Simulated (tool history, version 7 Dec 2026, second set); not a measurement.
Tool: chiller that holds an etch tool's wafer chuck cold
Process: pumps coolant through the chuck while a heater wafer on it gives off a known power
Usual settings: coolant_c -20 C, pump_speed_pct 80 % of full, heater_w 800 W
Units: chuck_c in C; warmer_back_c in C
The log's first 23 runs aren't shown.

Run 24, hour 923.1: usual settings but coolant_c -14 C, pump_speed_pct 81 % of full, heater_w 508 W. Result: chuck_c -8.6 C, warmer_back_c 2.26 C.
Run 25, hour 954.7: usual settings but coolant_c -14 C, pump_speed_pct 63 % of full, heater_w 508 W. Result: chuck_c -7.4 C, warmer_back_c 2.84 C.
Run 26, hour 1004.2: usual settings but coolant_c -14 C, pump_speed_pct 63 % of full, heater_w 508 W. Result: chuck_c -7.2 C, warmer_back_c 2.82 C.
Run 27, hour 1026.6: usual settings but coolant_c -14 C, pump_speed_pct 63 % of full, heater_w 508 W. Result: chuck_c -7.3 C, warmer_back_c 2.9 C.
Run 28, hour 1071.5: usual settings but coolant_c -24 C, pump_speed_pct 73 % of full, heater_w 1033 W. Result: chuck_c -11.5 C, warmer_back_c 4.78 C.
Run 29, hour 1105.1: usual settings but coolant_c -28 C, pump_speed_pct 62 % of full, heater_w 559 W. Result: chuck_c -20.4 C, warmer_back_c 3.21 C.
Run 30, hour 1142: usual settings but coolant_c -28 C, pump_speed_pct 62 % of full, heater_w 559 W. Result: chuck_c -20.4 C, warmer_back_c 3.22 C.
Run 31, hour 1188.3: usual settings but coolant_c -17 C, pump_speed_pct 82 % of full, heater_w 540 W. Result: chuck_c -10.9 C, warmer_back_c 2.49 C.
Run 32, hour 1212.9: usual settings but pump_speed_pct 63 % of full. Result: chuck_c -9.4 C, warmer_back_c 4.38 C.
Run 33, hour 1253.3: usual settings but pump_speed_pct 63 % of full. Result: chuck_c -9.4 C, warmer_back_c 4.44 C.

3 ways to go on from here, each from the tool as it stands after run 33. What would each give?
Run A, hour 1300.1: usual settings but coolant_c -23 C, pump_speed_pct 61 % of full, heater_w 492 W. Result: chuck_c ?, warmer_back_c ?.
Run B, hour 1300.1: usual settings but pump_speed_pct 86 % of full, heater_w 463 W. Result: chuck_c ?, warmer_back_c ?.
Run C, hour 1300.1: usual settings but coolant_c -24 C, pump_speed_pct 99 % of full, heater_w 914 W. Result: chuck_c ?, warmer_back_c ?.

run  chuck_c  warmer_back_c
  A    -16.3           2.99
  B    -15.1           2.15
  C    -14.7            3.4
Without the tool's hidden state the same runs would have given:
run  chuck_c  warmer_back_c
  A    -16.4           2.58
  B    -15.1           1.74
  C    -14.7           2.98

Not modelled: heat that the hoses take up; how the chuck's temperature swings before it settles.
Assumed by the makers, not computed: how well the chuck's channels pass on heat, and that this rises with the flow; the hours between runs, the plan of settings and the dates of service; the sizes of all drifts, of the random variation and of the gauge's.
